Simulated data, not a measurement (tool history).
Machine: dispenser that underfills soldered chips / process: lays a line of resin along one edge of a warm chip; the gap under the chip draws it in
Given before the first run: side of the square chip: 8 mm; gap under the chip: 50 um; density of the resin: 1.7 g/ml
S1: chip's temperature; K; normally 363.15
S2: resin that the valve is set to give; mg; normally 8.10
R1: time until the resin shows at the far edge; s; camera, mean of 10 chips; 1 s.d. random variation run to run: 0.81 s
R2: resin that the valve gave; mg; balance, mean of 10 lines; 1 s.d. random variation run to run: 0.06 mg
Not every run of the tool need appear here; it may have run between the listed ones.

run 1 hour=0.0 | S1=363.15 S2=8.10 | R1=99.9 R2=7.79
-- hour=8.4 new syringe of resin
run 2 hour=11.7 | S1=363.15 S2=8.10 | R1=92.7 R2=7.65
run 3 hour=19.3 | S1=363.15 S2=10.33 | R1=119.4 R2=9.77
-- hour=22.8 new syringe of resin
run 4 hour=25.2 | S1=363.15 S2=10.33 | R1=88.7 R2=9.70
run 5 hour=32.1 | S1=363.15 S2=10.33 | R1=113.1 R2=9.72
-- hour=36.9 new syringe of resin
run 6 hour=40.4 | S1=348.15 S2=8.10 | R1=161.5 R2=7.56
run 7 hour=49.8 | S1=348.15 S2=8.10 | R1=219.4 R2=7.56
-- hour=51.4 new syringe of resin
run 8 hour=56.8 | S1=363.15 S2=7.48 | R1=101.5 R2=6.92
-- hour=66.2 new syringe of resin
run 9 hour=68.5 | S1=363.15 S2=7.48 | R1=94.5 R2=6.88
run 10 hour=74.5 | S1=363.15 S2=9.81 | R1=106.0 R2=9.00
-- hour=80.7 new syringe of resin
run 11 hour=81.5 | S1=363.15 S2=9.81 | R1=84.9 R2=8.79
run 12 hour=88.3 | S1=363.15 S2=9.81 | R1=105.0 R2=8.79
-- hour=95.2 new syringe of resin
run 13 hour=95.5 | S1=363.15 S2=9.78 | R1=82.4 R2=8.82
run 14 hour=103.9 | S1=363.15 S2=9.78 | R1=110.3 R2=8.74
-- hour=107.6 dispensing valve cleaned and set on the balance
-- hour=111.0 new syringe of resin
run 15 hour=116.8 | S1=363.15 S2=9.78 | R1=100.0 R2=9.72
run 16 hour=124.5 | S1=368.15 S2=9.78 | R1=108.2 R2=9.66
-- hour=125.5 new syringe of resin
run 17 hour=136.3 | S1=363.15 S2=6.95 | R1=123.8 R2=6.86
-- hour=140.1 new syringe of resin
run 18 hour=147.0 | S1=363.15 S2=6.95 | R1=110.8 R2=6.85
-- hour=154.7 new syringe of resin
run 19 hour=156.7 | S1=352.15 S2=10.16 | R1=129.2 R2=9.83
run 20 hour=165.9 | S1=368.15 S2=7.12 | R1=105.9 R2=6.77
-- hour=167.9 stage's temperature calibrated
-- hour=170.8 new syringe of resin
run 21 hour=179.2 | S1=368.15 S2=7.44 | R1=88.0 R2=7.19
run 22 hour=184.3 | S1=368.15 S2=7.44 | R1=106.7 R2=7.16
-- hour=185.7 new syringe of resin
run 23 hour=196.7 | S1=368.15 S2=7.44 | R1=94.7 R2=7.09
-- hour=200.2 new syringe of resin
run 24 hour=205.7 | S1=376.15 S2=7.44 | R1=61.2 R2=7.02
run 25 hour=213.1 | S1=376.15 S2=7.44 | R1=77.7 R2=6.93
-- hour=215.2 new syringe of resin
run 26 hour=222.8 | S1=350.15 S2=7.08 | R1=163.5 R2=6.57
-- hour=230.3 new syringe of resin
run 27 hour=234.4 | S1=350.15 S2=7.08 | R1=151.2 R2=6.52
-- hour=244.8 new syringe of resin
run 28 hour=245.2 | S1=350.15 S2=7.08 | R1=131.1 R2=6.54
run 29 hour=250.3 | S1=358.15 S2=7.45 | R1=114.5 R2=6.83
-- hour=258.9 new syringe of resin
run 30 hour=262.1 | S1=358.15 S2=7.45 | R1=107.4 R2=6.73
run 31 hour=271.9 | S1=362.15 S2=8.10 | R1=126.0 R2=7.31
-- hour=273.1 new syringe of resin
run 32 hour=282.9 | S1=377.15 S2=9.00 | R1=65.8 R2=7.92
-- hour=287.5 new syringe of resin
-- hour=289.5 dispensing valve cleaned and set on the balance
run 33 hour=296.4 | S1=377.15 S2=9.00 | R1=64.0 R2=9.07
-- hour=303.3 new syringe of resin
run 34 hour=303.7 | S1=377.15 S2=9.00 | R1=48.0 R2=8.94

Here are 5 independent what-if runs from the current tool condition. What would each one return?
run A hour=311.5 | S1=375.15 S2=9.24 | R1=? R2=?
run B hour=311.5 | S1=354.15 S2=8.10 | R1=? R2=?
run C hour=311.5 | S1=369.15 S2=10.24 | R1=? R2=?
run D hour=311.5 | S1=370.15 S2=10.32 | R1=? R2=?
run E hour=311.5 | S1=360.15 S2=7.07 | R1=? R2=?

run=A R1=67.0 R2=9.13
run=B R1=137.8 R2=8.08
run=C R1=79.6 R2=10.15
run=D R1=77.4 R2=10.10
run=E R1=115.7 R2=6.98
Take away the tool's hidden state, keep each run's random variation, and the runs would have read:
run=A R1=49.7 R2=9.24
run=B R1=101.8 R2=8.18
run=C R1=59.0 R2=10.27
run=D R1=57.3 R2=10.22
run=E R1=85.3 R2=7.06
